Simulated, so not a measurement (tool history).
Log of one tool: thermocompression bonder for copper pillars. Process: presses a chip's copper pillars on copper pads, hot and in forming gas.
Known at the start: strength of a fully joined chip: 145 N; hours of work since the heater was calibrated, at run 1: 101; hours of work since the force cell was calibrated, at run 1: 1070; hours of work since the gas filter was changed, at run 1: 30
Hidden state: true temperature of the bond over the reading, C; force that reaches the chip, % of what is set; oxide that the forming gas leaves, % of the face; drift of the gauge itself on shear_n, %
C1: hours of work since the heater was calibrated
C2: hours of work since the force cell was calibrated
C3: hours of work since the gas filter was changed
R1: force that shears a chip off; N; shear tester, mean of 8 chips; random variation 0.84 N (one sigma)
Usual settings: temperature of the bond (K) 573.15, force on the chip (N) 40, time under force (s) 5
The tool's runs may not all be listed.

run 1 hour=0 | temperature_of_the_bond_(K)=573.15 force_on_the_chip_(N)=40 time_under_force_(s)=5 | C1=101 C2=1070 C3=30 | R1=77.2
run 2 hour=29.3 | temperature_of_the_bond_(K)=572.15 force_on_the_chip_(N)=40 time_under_force_(s)=5 | C1=118 C2=1087 C3=47 | R1=77.8
run 3 hour=82.3 | temperature_of_the_bond_(K)=572.15 force_on_the_chip_(N)=40 time_under_force_(s)=3 | C1=150 C2=1118 C3=78 | R1=61.8
run 4 hour=143.9 | temperature_of_the_bond_(K)=572.15 force_on_the_chip_(N)=40 time_under_force_(s)=3 | C1=186 C2=1154 C3=114 | R1=62.9
run 5 hour=206.3 | temperature_of_the_bond_(K)=572.15 force_on_the_chip_(N)=40 time_under_force_(s)=3 | C1=223 C2=1191 C3=151 | R1=63.4
run 6 hour=260.8 | temperature_of_the_bond_(K)=573.15 force_on_the_chip_(N)=25 time_under_force_(s)=5 | C1=255 C2=1223 C3=183 | R1=47.2
run 7 hour=307.5 | temperature_of_the_bond_(K)=573.15 force_on_the_chip_(N)=25 time_under_force_(s)=5 | C1=282 C2=1251 C3=211 | R1=47.6
run 8 hour=359.5 | temperature_of_the_bond_(K)=573.15 force_on_the_chip_(N)=40 time_under_force_(s)=4 | C1=313 C2=1281 C3=241 | R1=68.2
run 9 hour=402.9 | temperature_of_the_bond_(K)=573.15 force_on_the_chip_(N)=40 time_under_force_(s)=4 | C1=338 C2=1307 C3=267 | R1=65.1
-- hour=448.9 forming gas filter changed
run 10 hour=465.1 | temperature_of_the_bond_(K)=573.15 force_on_the_chip_(N)=59 time_under_force_(s)=5 | C1=375 C2=1343 C3=9 | R1=106.7
run 11 hour=527.2 | temperature_of_the_bond_(K)=573.15 force_on_the_chip_(N)=59 time_under_force_(s)=5 | C1=411 C2=1380 C3=46 | R1=105.9
run 12 hour=563.7 | temperature_of_the_bond_(K)=573.15 force_on_the_chip_(N)=59 time_under_force_(s)=5 | C1=433 C2=1401 C3=68 | R1=104.7
run 13 hour=592.2 | temperature_of_the_bond_(K)=573.15 force_on_the_chip_(N)=59 time_under_force_(s)=5 | C1=449 C2=1418 C3=84 | R1=103.8
run 14 hour=634.9 | temperature_of_the_bond_(K)=573.15 force_on_the_chip_(N)=31 time_under_force_(s)=5 | C1=475 C2=1443 C3=109 | R1=61.8
run 15 hour=694.8 | temperature_of_the_bond_(K)=573.15 force_on_the_chip_(N)=40 time_under_force_(s)=5 | C1=510 C2=1478 C3=145 | R1=76.4
run 16 hour=737.5 | temperature_of_the_bond_(K)=573.15 force_on_the_chip_(N)=40 time_under_force_(s)=5 | C1=535 C2=1503 C3=170 | R1=77.6
run 17 hour=770.7 | temperature_of_the_bond_(K)=551.15 force_on_the_chip_(N)=40 time_under_force_(s)=5 | C1=554 C2=1523 C3=189 | R1=57
run 18 hour=799.5 | temperature_of_the_bond_(K)=592.15 force_on_the_chip_(N)=40 time_under_force_(s)=5 | C1=571 C2=1540 C3=206 | R1=91.5
run 19 hour=862.1 | temperature_of_the_bond_(K)=594.15 force_on_the_chip_(N)=40 time_under_force_(s)=5 | C1=608 C2=1577 C3=243 | R1=92.4
run 20 hour=918.4 | temperature_of_the_bond_(K)=594.15 force_on_the_chip_(N)=40 time_under_force_(s)=5 | C1=641 C2=1610 C3=276 | R1=92.1
-- hour=948.9 forming gas filter changed
-- hour=959.2 force cell calibrated
run 21 hour=975.2 | temperature_of_the_bond_(K)=594.15 force_on_the_chip_(N)=40 time_under_force_(s)=9 | C1=674 C2=9 C3=15 | R1=117.2
run 22 hour=1030.4 | temperature_of_the_bond_(K)=573.15 force_on_the_chip_(N)=40 time_under_force_(s)=9 | C1=706 C2=42 C3=47 | R1=100.8
run 23 hour=1071.8 | temperature_of_the_bond_(K)=600.15 force_on_the_chip_(N)=40 time_under_force_(s)=9 | C1=731 C2=66 C3=71 | R1=119.3
run 24 hour=1116.3 | temperature_of_the_bond_(K)=599.15 force_on_the_chip_(N)=37 time_under_force_(s)=5 | C1=757 C2=92 C3=98 | R1=100.3
run 25 hour=1159.3 | temperature_of_the_bond_(K)=544.15 force_on_the_chip_(N)=40 time_under_force_(s)=5 | C1=782 C2=118 C3=123 | R1=57.1
run 26 hour=1188.5 | temperature_of_the_bond_(K)=573.15 force_on_the_chip_(N)=46 time_under_force_(s)=5 | C1=799 C2=135 C3=140 | R1=92.1
-- hour=1223.2 force cell calibrated, once more
-- hour=1253.5 heater calibrated with a thermocouple chip
run 27 hour=1253.8 | temperature_of_the_bond_(K)=573.15 force_on_the_chip_(N)=46 time_under_force_(s)=5 | C1=0 C2=17 C3=177 | R1=81
run 28 hour=1304.8 | temperature_of_the_bond_(K)=583.15 force_on_the_chip_(N)=53 time_under_force_(s)=5 | C1=30 C2=47 C3=207 | R1=96.4
run 29 hour=1361.5 | temperature_of_the_bond_(K)=566.15 force_on_the_chip_(N)=40 time_under_force_(s)=3 | C1=64 C2=80 C3=240 | R1=53.7
run 30 hour=1392.5 | temperature_of_the_bond_(K)=566.15 force_on_the_chip_(N)=40 time_under_force_(s)=3 | C1=82 C2=98 C3=258 | R1=54.7
-- hour=1453.5 forming gas filter changed
run 31 hour=1460.8 | temperature_of_the_bond_(K)=566.15 force_on_the_chip_(N)=40 time_under_force_(s)=3 | C1=122 C2=138 C3=4 | R1=58.7
run 32 hour=1519.7 | temperature_of_the_bond_(K)=598.15 force_on_the_chip_(N)=40 time_under_force_(s)=5 | C1=156 C2=173 C3=39 | R1=98.8
run 33 hour=1553.4 | temperature_of_the_bond_(K)=573.15 force_on_the_chip_(N)=40 time_under_force_(s)=9 | C1=176 C2=193 C3=59 | R1=92.3
run 34 hour=1588.8 | temperature_of_the_bond_(K)=560.15 force_on_the_chip_(N)=27 time_under_force_(s)=12 | C1=197 C2=214 C3=80 | R1=62
run 35 hour=1619.1 | temperature_of_the_bond_(K)=573.15 force_on_the_chip_(N)=50 time_under_force_(s)=3 | C1=215 C2=232 C3=97 | R1=78.7
run 36 hour=1679.8 | temperature_of_the_bond_(K)=593.15 force_on_the_chip_(N)=40 time_under_force_(s)=5 | C1=251 C2=267 C3=133 | R1=93
run 37 hour=1716.1 | temperature_of_the_bond_(K)=573.15 force_on_the_chip_(N)=50 time_under_force_(s)=5 | C1=272 C2=289 C3=155 | R1=87.7
run 38 hour=1758.1 | temperature_of_the_bond_(K)=573.15 force_on_the_chip_(N)=40 time_under_force_(s)=8 | C1=297 C2=313 C3=179 | R1=86.3
run 39 hour=1805.4 | temperature_of_the_bond_(K)=553.15 force_on_the_chip_(N)=40 time_under_force_(s)=4 | C1=325 C2=341 C3=207 | R1=53

Forecast each of these 4 alternatives for the next run:
run A hour=1871.4 | temperature_of_the_bond_(K)=573.15 force_on_the_chip_(N)=49 time_under_force_(s)=6 | C1=363 C2=380 C3=246 | R1=?
run B hour=1871.4 | temperature_of_the_bond_(K)=544.15 force_on_the_chip_(N)=40 time_under_force_(s)=5 | C1=363 C2=380 C3=246 | R1=?
run C hour=1871.4 | temperature_of_the_bond_(K)=590.15 force_on_the_chip_(N)=28 time_under_force_(s)=5 | C1=363 C2=380 C3=246 | R1=?
run D hour=1871.4 | temperature_of_the_bond_(K)=583.15 force_on_the_chip_(N)=26 time_under_force_(s)=3 | C1=363 C2=380 C3=246 | R1=?

run=A R1=92.2
run=B R1=50.7
run=C R1=65.3
run=D R1=45.3
Without the tool's hidden state the same runs would have given:
run=A R1=95.2
run=B R1=50.9
run=C R1=66.7
run=D R1=45.7
